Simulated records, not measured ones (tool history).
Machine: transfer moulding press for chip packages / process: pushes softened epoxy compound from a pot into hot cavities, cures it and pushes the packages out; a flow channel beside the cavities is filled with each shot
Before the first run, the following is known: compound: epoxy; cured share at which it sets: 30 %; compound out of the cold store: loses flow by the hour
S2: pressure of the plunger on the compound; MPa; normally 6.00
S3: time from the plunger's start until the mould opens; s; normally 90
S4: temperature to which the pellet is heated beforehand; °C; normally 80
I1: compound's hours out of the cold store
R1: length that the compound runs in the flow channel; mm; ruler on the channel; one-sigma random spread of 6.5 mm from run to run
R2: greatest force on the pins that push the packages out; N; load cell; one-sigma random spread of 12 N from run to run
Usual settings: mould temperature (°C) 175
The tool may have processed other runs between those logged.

{"run": 1, "hour": 0.0, "mould temperature (°C)": 175, "S2": 6.0, "S3": 90, "S4": 80, "I1": 18.8, "R1": 705, "R2": 553}
{"run": 2, "hour": 27.4, "mould temperature (°C)": 175, "S2": 6.0, "S3": 90, "S4": 80, "I1": 33.5, "R1": 659, "R2": 542}
{"run": 3, "hour": 61.5, "mould temperature (°C)": 175, "S2": 6.0, "S3": 90, "S4": 80, "I1": 30.4, "R1": 673, "R2": 577}
{"hour": 66.5, "done": "plunger's sealing rings changed"}
{"hour": 87.2, "done": "cavities cleaned with cleaning compound and waxed"}
{"run": 4, "hour": 88.1, "mould temperature (°C)": 175, "S2": 6.0, "S3": 90, "S4": 80, "I1": 9.3, "R1": 736, "R2": 569}
{"run": 5, "hour": 121.6, "mould temperature (°C)": 175, "S2": 6.0, "S3": 90, "S4": 80, "I1": 26.6, "R1": 699, "R2": 530}
{"run": 6, "hour": 145.8, "mould temperature (°C)": 175, "S2": 6.0, "S3": 80, "S4": 80, "I1": 36.9, "R1": 660, "R2": 653}
{"run": 7, "hour": 164.5, "mould temperature (°C)": 172, "S2": 6.0, "S3": 90, "S4": 80, "I1": 26.3, "R1": 699, "R2": 689}
{"hour": 173.0, "done": "cavities cleaned with cleaning compound and waxed"}
{"run": 8, "hour": 195.2, "mould temperature (°C)": 175, "S2": 6.0, "S3": 90, "S4": 80, "I1": 33.6, "R1": 664, "R2": 544}
{"run": 9, "hour": 221.3, "mould temperature (°C)": 175, "S2": 6.0, "S3": 90, "S4": 80, "I1": 30.5, "R1": 672, "R2": 578}
{"run": 10, "hour": 250.0, "mould temperature (°C)": 178, "S2": 6.0, "S3": 90, "S4": 80, "I1": 19.8, "R1": 687, "R2": 494}
{"hour": 257.4, "done": "cavities cleaned with cleaning compound and waxed"}
{"run": 11, "hour": 283.0, "mould temperature (°C)": 167, "S2": 6.0, "S3": 90, "S4": 80, "I1": 43.3, "R1": 690, "R2": 941}
{"run": 12, "hour": 305.9, "mould temperature (°C)": 167, "S2": 6.0, "S3": 90, "S4": 80, "I1": 18.6, "R1": 752, "R2": 1021}
{"run": 13, "hour": 332.3, "mould temperature (°C)": 175, "S2": 6.0, "S3": 90, "S4": 80, "I1": 44.7, "R1": 651, "R2": 543}
{"hour": 342.8, "done": "cavities cleaned with cleaning compound and waxed"}
{"run": 14, "hour": 366.5, "mould temperature (°C)": 175, "S2": 6.0, "S3": 90, "S4": 80, "I1": 42.6, "R1": 647, "R2": 538}
{"run": 15, "hour": 393.9, "mould temperature (°C)": 168, "S2": 6.0, "S3": 90, "S4": 77, "I1": 8.3, "R1": 774, "R2": 980}
{"hour": 427.0, "done": "cavities cleaned with cleaning compound and waxed"}
{"run": 16, "hour": 427.0, "mould temperature (°C)": 168, "S2": 6.0, "S3": 115, "S4": 85, "I1": 45.4, "R1": 674, "R2": 548}
{"run": 17, "hour": 455.0, "mould temperature (°C)": 177, "S2": 6.0, "S3": 115, "S4": 84, "I1": 13.0, "R1": 708, "R2": 449}
{"run": 18, "hour": 482.1, "mould temperature (°C)": 177, "S2": 6.0, "S3": 115, "S4": 84, "I1": 11.5, "R1": 724, "R2": 460}
{"run": 19, "hour": 505.7, "mould temperature (°C)": 175, "S2": 7.2, "S3": 90, "S4": 80, "I1": 24.0, "R1": 743, "R2": 568}
{"hour": 513.2, "done": "cavities cleaned with cleaning compound and waxed"}
{"run": 20, "hour": 542.0, "mould temperature (°C)": 175, "S2": 7.2, "S3": 90, "S4": 80, "I1": 40.4, "R1": 706, "R2": 542}
{"run": 21, "hour": 562.3, "mould temperature (°C)": 174, "S2": 6.0, "S3": 112, "S4": 80, "I1": 16.7, "R1": 731, "R2": 480}

What will run 22 give?
{"run": 22, "hour": 593.9, "mould temperature (°C)": 169, "S2": 5.17, "S3": 93, "S4": 87, "I1": 10.2, "R1": "?", "R2": "?"}

Run 22 yielded R1 700 mm, R2 827 N.
Minus the tool's unlogged condition, the same run would have read R1 701 mm, R2 817 N.
